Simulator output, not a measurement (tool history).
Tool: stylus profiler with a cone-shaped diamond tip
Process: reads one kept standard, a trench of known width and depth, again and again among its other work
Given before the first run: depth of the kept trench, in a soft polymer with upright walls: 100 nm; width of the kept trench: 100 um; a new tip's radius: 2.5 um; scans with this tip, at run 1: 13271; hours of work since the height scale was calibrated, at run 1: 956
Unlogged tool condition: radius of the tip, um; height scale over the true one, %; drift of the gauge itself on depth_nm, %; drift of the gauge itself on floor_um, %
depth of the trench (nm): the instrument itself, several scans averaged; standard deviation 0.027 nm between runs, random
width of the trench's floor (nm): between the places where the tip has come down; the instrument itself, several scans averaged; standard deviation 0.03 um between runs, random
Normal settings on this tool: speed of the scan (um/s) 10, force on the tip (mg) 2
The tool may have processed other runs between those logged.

run	hour	speed of the scan (um/s)	force on the tip (mg)	scans with this tip	hours of work since the height scale was calibrated	depth of the trench (nm)	width of the trench's floor (nm)
1	0	10	2	13271	956	101.19	98250
2	19.7	10	2	13472	971	101.18	98160
3	32.6	10	2	13604	980	101.18	98180
4	41.8	10	2	13699	987	101.18	98170
5	58.6	10	2	13871	1000	101.2	98200
6	68	10	2	13967	1007	101.2	98150
7	81	10	1.26	14100	1016	100.99	98210
8	101.7	10	1.26	14311	1031	100.92	98210
9	112.7	10	1.26	14424	1039	100.98	98100
10	125.4	10	2	14555	1049	101.27	98160
11	145.9	10	2	14764	1064	101.2	98180
12	157.9	10	0.67	14886	1073	100.7	98080
13	169	10	0.67	15001	1081	100.78	98100
14	189	22	2	15205	1096	101.19	98130
15	199.2	22	2	15310	1103	101.25	98070
16	214	22	2	15461	1114	101.27	98140
17	225.2	22	2	15576	1122	101.24	98040
18	236	22	2	15686	1130	101.25	98090
19	255.6	22	2	15887	1145	101.2	98070
20	264.5	6	2	15977	1151	101.22	98170
21	277.8	6	2	16114	1161	101.26	98140
22	289.8	6	2	16237	1170	101.19	98200
23	303.6	6	2	16378	1180	101.25	98190
# hour 305.6: height scale calibrated on a step standard
24	313.1	6	2	16470	5	101.38	98140
25	322.7	29	3.89	16568	13	101.92	98050
# hour 335.7: height scale calibrated on a step standard, once more
26	343.3	7	1.56	16774	6	100.83	98130
27	356.8	2	1.56	16912	16	100.79	98140
28	366.7	2	2	17013	23	100.95	98160
29	386.2	10	2.6	17213	37	101.12	98080
30	395.2	10	2.44	17305	44	101.15	98100
31	408.7	10	2.44	17444	54	101.11	98090
32	420.2	10	2.44	17560	62	101.11	98130
33	436.3	10	2.44	17725	74	101.07	98110
34	451.1	18	1.14	17877	85	100.73	98030
35	470.1	7	0.76	18072	99	100.52	98110
36	481.8	12	0.73	18192	108	100.52	98050
37	502	6	2.42	18398	123	101.1	98130
38	521.6	2	1.03	18599	137	100.64	98100
39	531.5	3	0.98	18700	144	100.58	98060
40	546.6	9	1.75	18855	156	100.92	98040
41	564.3	10	4.73	19036	169	101.73	98050
42	577.8	23	1.19	19174	179	100.67	97920
43	590.6	23	1.19	19304	188	100.67	97900
44	602.1	23	1.19	19423	196	100.72	97920
45	622	37	2.78	19626	211	101.21	97920
46	634.4	37	2.78	19753	220	101.22	97940
47	648.3	37	2.78	19895	231	101.24	97950

Each row is a separate what-if for the run after 47, all from the same tool condition, not one after another. Results?
A	659	10	2.43	20005	238	?	?
B	659	5	2	20005	238	?	?
C	659	10	1.33	20005	238	?	?

run	depth of the trench (nm)	width of the trench's floor (nm)
A	101.17	98000
B	101	98070
C	100.74	98080
Without the tool's unlogged condition, the same runs would have read:
run	depth of the trench (nm)	width of the trench's floor (nm)
A	101.12	98520
B	100.94	98590
C	100.69	98600
